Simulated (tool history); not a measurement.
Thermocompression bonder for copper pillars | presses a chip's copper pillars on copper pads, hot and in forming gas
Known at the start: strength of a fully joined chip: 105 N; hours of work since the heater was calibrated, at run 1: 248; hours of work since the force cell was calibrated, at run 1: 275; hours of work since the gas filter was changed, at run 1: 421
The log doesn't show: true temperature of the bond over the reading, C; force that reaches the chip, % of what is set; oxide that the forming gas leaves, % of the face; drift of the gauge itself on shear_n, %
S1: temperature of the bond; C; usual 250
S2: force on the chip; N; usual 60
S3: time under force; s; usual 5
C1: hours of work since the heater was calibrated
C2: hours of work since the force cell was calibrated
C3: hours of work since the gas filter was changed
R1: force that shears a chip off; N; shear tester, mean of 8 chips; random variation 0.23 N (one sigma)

run 1 day=0 | S1=250 S2=60 S3=5 | C1=248 C2=275 C3=421 | R1=38.3
-- day=0.533 forming gas filter changed
run 2 day=1.829 | S1=250 S2=60 S3=5 | C1=268 C2=295 C3=14 | R1=41
run 3 day=2.988 | S1=250 S2=60 S3=5 | C1=281 C2=308 C3=27 | R1=40.5
run 4 day=4.579 | S1=250 S2=60 S3=5 | C1=298 C2=326 C3=45 | R1=41.3
run 5 day=6.467 | S1=250 S2=60 S3=5 | C1=319 C2=347 C3=66 | R1=40.8
run 6 day=8.4 | S1=250 S2=60 S3=5 | C1=341 C2=368 C3=88 | R1=41
run 7 day=9.804 | S1=250 S2=59 S3=5 | C1=357 C2=384 C3=103 | R1=40.3
run 8 day=11.092 | S1=250 S2=60 S3=5 | C1=371 C2=398 C3=118 | R1=40.9
run 9 day=12.271 | S1=243 S2=60 S3=5 | C1=384 C2=411 C3=131 | R1=36.8
run 10 day=13.158 | S1=243 S2=60 S3=5 | C1=394 C2=421 C3=141 | R1=36.1
run 11 day=14.554 | S1=243 S2=60 S3=5 | C1=410 C2=437 C3=156 | R1=36.4
run 12 day=16.304 | S1=246 S2=60 S3=5 | C1=429 C2=456 C3=176 | R1=38.4
run 13 day=17.729 | S1=246 S2=60 S3=5 | C1=445 C2=472 C3=191 | R1=38.5
run 14 day=19.088 | S1=250 S2=60 S3=5 | C1=460 C2=487 C3=207 | R1=41.6
run 15 day=20.45 | S1=250 S2=60 S3=5 | C1=475 C2=502 C3=222 | R1=41
-- day=20.692 heater calibrated with a thermocouple chip
run 16 day=21.996 | S1=250 S2=60 S3=5 | C1=15 C2=519 C3=238 | R1=41.9
run 17 day=23.658 | S1=250 S2=64 S3=5 | C1=33 C2=537 C3=257 | R1=45.3
run 18 day=25.192 | S1=250 S2=60 S3=5 | C1=50 C2=554 C3=274 | R1=42.2
run 19 day=26.2 | S1=234 S2=52 S3=5 | C1=61 C2=565 C3=285 | R1=28.1
run 20 day=27.088 | S1=271 S2=47 S3=5 | C1=71 C2=575 C3=295 | R1=45.4
run 21 day=28.754 | S1=271 S2=47 S3=5 | C1=90 C2=594 C3=313 | R1=45.1
run 22 day=30.446 | S1=256 S2=67 S3=3 | C1=109 C2=613 C3=332 | R1=42.6
-- day=30.633 heater calibrated with a thermocouple chip, once more
run 23 day=32.017 | S1=262 S2=76 S3=3 | C1=15 C2=629 C3=349 | R1=47.5
run 24 day=33.983 | S1=268 S2=60 S3=3 | C1=37 C2=651 C3=371 | R1=41
run 25 day=35.671 | S1=268 S2=60 S3=3 | C1=56 C2=670 C3=389 | R1=40.8
run 26 day=36.892 | S1=239 S2=60 S3=5 | C1=70 C2=683 C3=403 | R1=30.7
run 27 day=38.638 | S1=239 S2=60 S3=5 | C1=89 C2=703 C3=422 | R1=31.3
-- day=39.117 forming gas filter changed
run 28 day=39.746 | S1=239 S2=60 S3=5 | C1=101 C2=715 C3=7 | R1=32.8
run 29 day=40.725 | S1=239 S2=60 S3=5 | C1=112 C2=726 C3=18 | R1=33.1
run 30 day=42.483 | S1=242 S2=43 S3=5 | C1=132 C2=746 C3=37 | R1=24
run 31 day=44.204 | S1=257 S2=45 S3=4 | C1=151 C2=765 C3=57 | R1=30.1
run 32 day=45.429 | S1=248 S2=73 S3=4 | C1=165 C2=778 C3=70 | R1=42.9
run 33 day=47.358 | S1=248 S2=73 S3=4 | C1=186 C2=800 C3=92 | R1=43.7
run 34 day=48.879 | S1=244 S2=67 S3=10 | C1=203 C2=817 C3=109 | R1=52.4
run 35 day=50.458 | S1=244 S2=67 S3=10 | C1=221 C2=834 C3=126 | R1=52.4

Forecast each of these 3 alternatives for the next run:
run A day=51.683 | S1=250 S2=71 S3=3 | C1=234 C2=848 C3=140 | R1=?
run B day=51.683 | S1=249 S2=60 S3=13 | C1=234 C2=848 C3=140 | R1=?
run C day=51.683 | S1=269 S2=60 S3=12 | C1=234 C2=848 C3=140 | R1=?

run=A R1=38.5
run=B R1=55.4
run=C R1=69.6
Without the tool's hidden state the same runs would have given:
run=A R1=37
run=B R1=53.7
run=C R1=68.1
